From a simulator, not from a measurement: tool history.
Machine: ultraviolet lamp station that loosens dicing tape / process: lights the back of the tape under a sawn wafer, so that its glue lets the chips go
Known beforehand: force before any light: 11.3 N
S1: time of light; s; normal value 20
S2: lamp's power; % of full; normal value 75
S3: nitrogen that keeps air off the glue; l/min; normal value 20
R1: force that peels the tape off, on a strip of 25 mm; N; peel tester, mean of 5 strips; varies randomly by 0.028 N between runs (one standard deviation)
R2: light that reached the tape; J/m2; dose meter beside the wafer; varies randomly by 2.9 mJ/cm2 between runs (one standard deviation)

{"run": 1, "hour": 0.0, "S1": 20, "S2": 75, "S3": 20, "R1": 1.658, "R2": 3810}
{"run": 2, "hour": 12.4, "S1": 20, "S2": 75, "S3": 9, "R1": 2.17, "R2": 3830}
{"run": 3, "hour": 21.5, "S1": 20, "S2": 75, "S3": 20, "R1": 1.613, "R2": 3870}
{"run": 4, "hour": 34.6, "S1": 18, "S2": 75, "S3": 20, "R1": 2.037, "R2": 3430}
{"run": 5, "hour": 43.0, "S1": 18, "S2": 75, "S3": 20, "R1": 2.092, "R2": 3410}
{"run": 6, "hour": 53.9, "S1": 18, "S2": 75, "S3": 20, "R1": 2.013, "R2": 3380}
{"run": 7, "hour": 67.6, "S1": 18, "S2": 60, "S3": 20, "R1": 3.052, "R2": 2670}
{"run": 8, "hour": 81.0, "S1": 18, "S2": 60, "S3": 20, "R1": 2.899, "R2": 2700}
{"run": 9, "hour": 90.6, "S1": 18, "S2": 60, "S3": 20, "R1": 2.913, "R2": 2670}
{"run": 10, "hour": 103.0, "S1": 18, "S2": 60, "S3": 20, "R1": 2.897, "R2": 2670}
{"run": 11, "hour": 110.3, "S1": 18, "S2": 60, "S3": 20, "R1": 2.925, "R2": 2640}
{"run": 12, "hour": 121.0, "S1": 18, "S2": 60, "S3": 20, "R1": 3.029, "R2": 2690}
{"run": 13, "hour": 134.0, "S1": 18, "S2": 60, "S3": 8, "R1": 3.643, "R2": 2630}
{"run": 14, "hour": 147.0, "S1": 23, "S2": 75, "S3": 20, "R1": 1.39, "R2": 4250}
{"run": 15, "hour": 159.9, "S1": 23, "S2": 75, "S3": 7, "R1": 2.116, "R2": 4140}
{"hour": 162.4, "done": "window cleaned of glue's vapour"}
{"run": 16, "hour": 169.6, "S1": 20, "S2": 75, "S3": 20, "R1": 1.617, "R2": 3930}
{"run": 17, "hour": 175.8, "S1": 20, "S2": 75, "S3": 20, "R1": 1.588, "R2": 3960}
{"run": 18, "hour": 183.7, "S1": 20, "S2": 89, "S3": 20, "R1": 1.117, "R2": 4650}
{"run": 19, "hour": 197.4, "S1": 20, "S2": 66, "S3": 20, "R1": 2.017, "R2": 3390}
{"run": 20, "hour": 206.9, "S1": 20, "S2": 66, "S3": 20, "R1": 1.965, "R2": 3430}
{"run": 21, "hour": 216.7, "S1": 20, "S2": 75, "S3": 8, "R1": 2.245, "R2": 3870}
{"run": 22, "hour": 222.8, "S1": 20, "S2": 75, "S3": 8, "R1": 2.364, "R2": 3850}
{"run": 23, "hour": 230.9, "S1": 26, "S2": 75, "S3": 14, "R1": 1.145, "R2": 4950}
{"run": 24, "hour": 242.2, "S1": 12, "S2": 77, "S3": 12, "R1": 3.86, "R2": 2350}
{"run": 25, "hour": 250.8, "S1": 31, "S2": 66, "S3": 27, "R1": 0.785, "R2": 5220}
{"run": 26, "hour": 258.2, "S1": 10, "S2": 60, "S3": 10, "R1": 5.723, "R2": 1510}
{"run": 27, "hour": 271.4, "S1": 10, "S2": 60, "S3": 10, "R1": 5.76, "R2": 1500}
{"run": 28, "hour": 281.6, "S1": 10, "S2": 60, "S3": 10, "R1": 5.563, "R2": 1490}
{"run": 29, "hour": 288.1, "S1": 20, "S2": 69, "S3": 20, "R1": 1.948, "R2": 3420}
{"run": 30, "hour": 295.9, "S1": 20, "S2": 69, "S3": 20, "R1": 2.012, "R2": 3500}
{"run": 31, "hour": 305.0, "S1": 18, "S2": 60, "S3": 10, "R1": 3.531, "R2": 2690}
{"run": 32, "hour": 310.7, "S1": 26, "S2": 68, "S3": 6, "R1": 2.016, "R2": 4370}
{"run": 33, "hour": 317.3, "S1": 20, "S2": 79, "S3": 6, "R1": 2.561, "R2": 3890}
{"run": 34, "hour": 326.3, "S1": 21, "S2": 75, "S3": 15, "R1": 1.838, "R2": 3890}
{"run": 35, "hour": 336.2, "S1": 15, "S2": 93, "S3": 6, "R1": 2.943, "R2": 3430}
{"run": 36, "hour": 342.5, "S1": 27, "S2": 95, "S3": 8, "R1": 0.827, "R2": 6290}
{"run": 37, "hour": 350.3, "S1": 18, "S2": 84, "S3": 26, "R1": 1.574, "R2": 3690}
{"run": 38, "hour": 357.5, "S1": 20, "S2": 74, "S3": 35, "R1": 1.603, "R2": 3590}
{"run": 39, "hour": 369.7, "S1": 20, "S2": 84, "S3": 22, "R1": 1.393, "R2": 4100}
{"run": 40, "hour": 380.9, "S1": 20, "S2": 84, "S3": 22, "R1": 1.404, "R2": 4020}
{"run": 41, "hour": 389.9, "S1": 14, "S2": 65, "S3": 38, "R1": 3.29, "R2": 2170}
{"run": 42, "hour": 403.3, "S1": 11, "S2": 65, "S3": 38, "R1": 4.3, "R2": 1700}
{"run": 43, "hour": 409.8, "S1": 11, "S2": 86, "S3": 14, "R1": 3.742, "R2": 2260}
{"run": 44, "hour": 417.0, "S1": 17, "S2": 86, "S3": 14, "R1": 2.147, "R2": 3500}

Pick out some run-to-run changes in R1. Of each, how much would a tool without hidden state show as well, from the settings, what came in and chance, and how much is left for the hidden state and any gauge scatter not in both results compared?
Unlogged tool condition in this case: lamp's light, % of a new lamp's; light that the window lets through, % of a clean one's; drift of the gauge itself on peel_n, %; drift of the gauge itself on dose_mj_cm2, %.
Run 15 -> 16: S1 23 -> 20, S3 7 -> 20, window cleaned of glue's vapour. R1 -0.499 N: hidden state -0.287, all else -0.212.
Run 24 -> 25: S1 12 -> 31, S2 77 -> 66, S3 12 -> 27. R1 -3.075 N: hidden state -0.206, all else -2.869.
Run 25 -> 26: S1 31 -> 10, S2 66 -> 60, S3 27 -> 10. R1 +4.938 N: hidden state +0.211, all else +4.727.
Run 28 -> 29: S1 10 -> 20, S2 60 -> 69, S3 10 -> 20. R1 -3.615 N: hidden state -0.055, all else -3.560.
Run 35 -> 36: S1 15 -> 27, S2 93 -> 95, S3 6 -> 8. R1 -2.116 N: hidden state -0.253, all else -1.863.
